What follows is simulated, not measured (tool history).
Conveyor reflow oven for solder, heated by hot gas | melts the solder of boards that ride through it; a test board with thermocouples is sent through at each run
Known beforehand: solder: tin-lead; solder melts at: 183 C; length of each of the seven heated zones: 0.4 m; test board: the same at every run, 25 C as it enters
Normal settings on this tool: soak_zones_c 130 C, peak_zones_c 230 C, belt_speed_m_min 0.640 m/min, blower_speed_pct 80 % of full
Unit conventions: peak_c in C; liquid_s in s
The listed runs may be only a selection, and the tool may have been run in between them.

| run | hour | soak_zones_c | peak_zones_c | belt_speed_m_min | blower_speed_pct | peak_c | liquid_s |
|---|---|---|---|---|---|---|---|
| 1 | 0.0 | 130 | 230 | 0.640 | 80 | 207.7 | 43.8 |
| 2 | 10.0 | 129 | 230 | 0.640 | 80 | 207.4 | 43.3 |
| 3 | 19.0 | 129 | 230 | 0.640 | 80 | 207.4 | 43.5 |
| 4 | 24.2 | 129 | 230 | 0.640 | 80 | 207.6 | 43.3 |
| 5 | 31.7 | 129 | 230 | 0.640 | 81 | 207.7 | 44.1 |
| 6 | 39.9 | 129 | 230 | 0.640 | 81 | 207.8 | 43.7 |
| 7 | 50.3 | 129 | 230 | 0.640 | 81 | 207.8 | 43.7 |
| 8 | 57.5 | 129 | 230 | 0.640 | 81 | 207.7 | 43.6 |
| 9 | 66.3 | 129 | 230 | 0.640 | 81 | 207.8 | 43.4 |
| 10 | 77.8 | 129 | 230 | 0.640 | 51 | 194.7 | 23.9 |
| 11 | 84.2 | 133 | 224 | 0.752 | 78 | 196.7 | 24.6 |
| 12 | 99.9 | 130 | 227 | 0.615 | 80 | 208.8 | 47.8 |
| 13 | 110.4 | 130 | 227 | 0.615 | 80 | 208.7 | 48.0 |
| 14 | 121.9 | 128 | 230 | 0.536 | 80 | 215.2 | 62.4 |
| 15 | 131.0 | 128 | 219 | 0.536 | 66 | 201.5 | 44.8 |
| 16 | 136.3 | 128 | 219 | 0.536 | 66 | 201.8 | 45.0 |
| 17 | 144.6 | 128 | 219 | 0.536 | 66 | 201.4 | 45.0 |
| 18 | 155.9 | 128 | 219 | 0.536 | 57 | 198.2 | 38.0 |

Withheld: 1 entry from between the runs. Position of each, and hidden state at the listed run before versus the listed run after:
From run 11 to run 12: flux residue cleaned out of gas plates and filters (hour 98.0)
  heat that the gas passes to the board, % of a clean oven's: 93 -> 99.8; true gas temperature in zones 6 and 7 over the reading, C: 0.2 -> 0.21
  measured result minus the result with no hidden state, peak_c: -2.3 -> +0.2 C; liquid_s: -3.4 -> +0.5 s
